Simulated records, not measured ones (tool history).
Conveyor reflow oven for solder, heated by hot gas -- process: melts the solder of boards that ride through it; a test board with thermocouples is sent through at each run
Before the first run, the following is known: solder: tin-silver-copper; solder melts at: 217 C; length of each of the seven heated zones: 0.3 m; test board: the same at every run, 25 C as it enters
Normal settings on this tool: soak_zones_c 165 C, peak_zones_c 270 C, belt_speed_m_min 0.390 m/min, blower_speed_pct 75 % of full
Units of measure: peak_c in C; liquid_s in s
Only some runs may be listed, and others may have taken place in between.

run   hour  soak_zones_c  peak_zones_c  belt_speed_m_min  blower_speed_pct  peak_c  liquid_s
  1    0.0           165           270             0.390                75   260.2      74.4
      27.4  -- thermocouples of zones 6 and 7 changed
  2   56.0           165           270             0.390                75   256.9      71.3
  3  101.0           165           270             0.390                75   256.4      71.5
  4  148.4           157           270             0.390                75   254.9      67.0
  5  192.5           165           270             0.313                75   261.6      96.3
     237.4  -- flux residue cleaned out of gas plates and filters
  6  268.0           165           270             0.390                75   259.9      74.7
     282.2  -- belt drive overhauled, speed set with a stopwatch
  7  305.1           172           270             0.455                75   255.5      60.7
  8  357.9           172           270             0.455                75   254.8      61.5
  9  391.2           165           270             0.417                75   256.4      65.9
 10  444.5           165           278             0.390                58   262.4      73.9
 11  483.9           165           278             0.390                58   261.6      73.6

Consider 3 possible next runs. They are alternatives, not a sequence: every one starts from the tool as it was left by run 11. What does each give?
  A  525.5           165           278             0.394                73       ?         ?
  B  525.5           172           270             0.390                75       ?         ?
  C  525.5           167           269             0.390                75       ?         ?

run  peak_c  liquid_s
  A   265.1      75.1
  B   259.3      75.1
  C   257.4      72.4
What these runs would have given with no unlogged condition in the tool:
run  peak_c  liquid_s
  A   265.6      75.3
  B   259.7      75.4
  C   257.9      72.8
